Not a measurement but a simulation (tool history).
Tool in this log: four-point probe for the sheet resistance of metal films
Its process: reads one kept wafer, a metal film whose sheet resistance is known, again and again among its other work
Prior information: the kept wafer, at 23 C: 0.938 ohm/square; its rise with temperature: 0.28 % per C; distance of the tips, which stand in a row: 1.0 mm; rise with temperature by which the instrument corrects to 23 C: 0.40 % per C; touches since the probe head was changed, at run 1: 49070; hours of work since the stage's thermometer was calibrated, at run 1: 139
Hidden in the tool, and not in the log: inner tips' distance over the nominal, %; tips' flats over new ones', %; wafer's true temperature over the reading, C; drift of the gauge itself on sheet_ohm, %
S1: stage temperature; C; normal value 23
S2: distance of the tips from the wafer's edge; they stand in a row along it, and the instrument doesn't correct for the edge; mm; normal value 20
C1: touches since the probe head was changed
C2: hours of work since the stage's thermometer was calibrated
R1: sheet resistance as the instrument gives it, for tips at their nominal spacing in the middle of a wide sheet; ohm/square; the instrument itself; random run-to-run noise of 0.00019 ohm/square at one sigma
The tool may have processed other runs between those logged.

Run 1, day 0: usual settings; C1 49070; C2 139. Result: R1 0.947092 ohm/square.
Run 2, day 0.617: usual settings but S1 32 C; C1 49760; C2 147. Result: R1 0.937855 ohm/square.
Run 3, day 0.996: usual settings but S1 32 C; C1 50189; C2 152. Result: R1 0.937366 ohm/square.
Run 4, day 1.546: usual settings but S1 32 C; C1 50803; C2 159. Result: R1 0.938039 ohm/square.
Run 5, day 2.338: usual settings but S1 32 C; C1 51693; C2 169. Result: R1 0.938034 ohm/square.
Run 6, day 2.804: usual settings; C1 52216; C2 175. Result: R1 0.947987 ohm/square.
Run 7, day 3.283: usual settings; C1 52755; C2 181. Result: R1 0.947776 ohm/square.
Run 8, day 3.854: usual settings; C1 53396; C2 188. Result: R1 0.94758 ohm/square.
Run 9, day 4.567: usual settings but S1 30 C; C1 54196; C2 198. Result: R1 0.940365 ohm/square.
Run 10, day 5.367: usual settings but S1 30 C; C1 55092; C2 208. Result: R1 0.940721 ohm/square.
Run 11, day 5.962: usual settings but S1 33 C; C1 55761; C2 215. Result: R1 0.937691 ohm/square.
Run 12, day 6.738: usual settings but S2 4 mm; C1 56630; C2 225. Result: R1 0.978106 ohm/square.
Run 13, day 7.225: usual settings but S2 4 mm; C1 57175; C2 232. Result: R1 0.978225 ohm/square.
Run 14, day 7.862: usual settings but S2 4 mm; C1 57892; C2 240. Result: R1 0.978187 ohm/square.
Run 15, day 8.546: usual settings but S2 4 mm; C1 58661; C2 248. Result: R1 0.978488 ohm/square.
Run 16, day 9.029: usual settings but S1 31 C, S2 4 mm; C1 59200; C2 255. Result: R1 0.969706 ohm/square.
Run 17, day 9.404: usual settings but S2 44 mm; C1 59621; C2 259. Result: R1 0.947998 ohm/square.
Run 18, day 9.842: usual settings but S2 4 mm; C1 60111; C2 265. Result: R1 0.978564 ohm/square.
Run 19, day 10.321: usual settings but S2 4 mm; C1 60651; C2 271. Result: R1 0.979105 ohm/square.
Run 20, day 10.996: usual settings but S2 4 mm; C1 61409; C2 280. Result: R1 0.978622 ohm/square.
Run 21, day 11.692: usual settings but S2 4 mm; C1 62191; C2 289. Result: R1 0.978987 ohm/square.
Run 22, day 12.433: usual settings but S1 30 C; C1 63022; C2 298. Result: R1 0.941848 ohm/square.
Run 23, day 12.896: usual settings but S1 30 C, S2 15 mm; C1 63538; C2 304. Result: R1 0.943242 ohm/square.
Run 24, day 13.421: usual settings but S1 30 C, S2 11 mm; C1 64131; C2 311. Result: R1 0.944739 ohm/square.
Run 25, day 13.829: usual settings but S1 35 C, S2 67 mm; C1 64589; C2 316. Result: R1 0.935862 ohm/square.
Run 26, day 14.321: usual settings but S1 26 C, S2 48 mm; C1 65141; C2 322. Result: R1 0.945762 ohm/square.
Run 27, day 14.933: usual settings but S1 21 C; C1 65828; C2 330. Result: R1 0.952243 ohm/square.
Run 28, day 15.308: usual settings but S1 25 C; C1 66248; C2 335. Result: R1 0.94769 ohm/square.
Run 29, day 15.712: usual settings but S1 28 C, S2 15 mm; C1 66702; C2 340. Result: R1 0.94559 ohm/square.
Run 30, day 16.275: usual settings but S1 19 C, S2 7 mm; C1 67330; C2 347. Result: R1 0.963917 ohm/square.
Run 31, day 16.692: usual settings but S1 19 C, S2 7 mm; C1 67801; C2 353. Result: R1 0.964135 ohm/square.
Run 32, day 17.125: usual settings but S1 19 C, S2 7 mm; C1 68285; C2 358. Result: R1 0.963878 ohm/square.
Run 33, day 17.929: usual settings but S1 32 C, S2 4 mm; C1 69188; C2 368. Result: R1 0.969946 ohm/square.
Run 34, day 18.375: usual settings but S1 32 C, S2 4 mm; C1 69690; C2 374. Result: R1 0.970008 ohm/square.
Run 35, day 18.817: usual settings but S1 24 C, S2 3 mm; C1 70181; C2 380. Result: R1 1.001399 ohm/square.
Run 36, day 19.596: usual settings but S1 24 C, S2 3 mm; C1 71056; C2 390. Result: R1 1.001795 ohm/square.
Run 37, day 19.967: usual settings but S1 22 C, S2 3 mm; C1 71474; C2 394. Result: R1 1.004 ohm/square.
Run 38, day 20.517: usual settings but S1 19 C, S2 13 mm; C1 72090; C2 401. Result: R1 0.957159 ohm/square.
At day 20.758: new probe head fitted.
Run 39, day 21.212: usual settings but S1 27 C, S2 4 mm; C1 510; C2 410. Result: R1 0.964218 ohm/square.
Run 40, day 21.679: usual settings but S1 27 C, S2 4 mm; C1 1030; C2 416. Result: R1 0.963635 ohm/square.
Run 41, day 22.192: usual settings but S1 27 C, S2 4 mm; C1 1606; C2 422. Result: R1 0.964031 ohm/square.
Run 42, day 22.571: usual settings but S1 27 C, S2 4 mm; C1 2034; C2 427. Result: R1 0.96436 ohm/square.
Run 43, day 23.104: usual settings but S1 27 C, S2 4 mm; C1 2631; C2 434. Result: R1 0.964136 ohm/square.
Run 44, day 23.512: usual settings but S2 27 mm; C1 3091; C2 439. Result: R1 0.939068 ohm/square.

Predict each of these 4 candidate next runs independently; none follows another, all start after run 44:
Run A, day 24.112: usual settings but S2 55 mm; C1 3761; C2 447. Result: R1 ?.
Run B, day 24.112: usual settings but S2 50 mm; C1 3761; C2 447. Result: R1 ?.
Run C, day 24.112: usual settings but S1 33 C, S2 27 mm; C1 3761; C2 447. Result: R1 ?.
Run D, day 24.112: usual settings but S1 25 C; C1 3761; C2 447. Result: R1 ?.

run        R1
  A  0.938616
  B  0.938328
  C  0.927914
  D  0.937649
Take away the tool's hidden state, keep each run's random variation, and the runs would have read:
run        R1
  A  0.938178
  B   0.93789
  C  0.927476
  D   0.93721
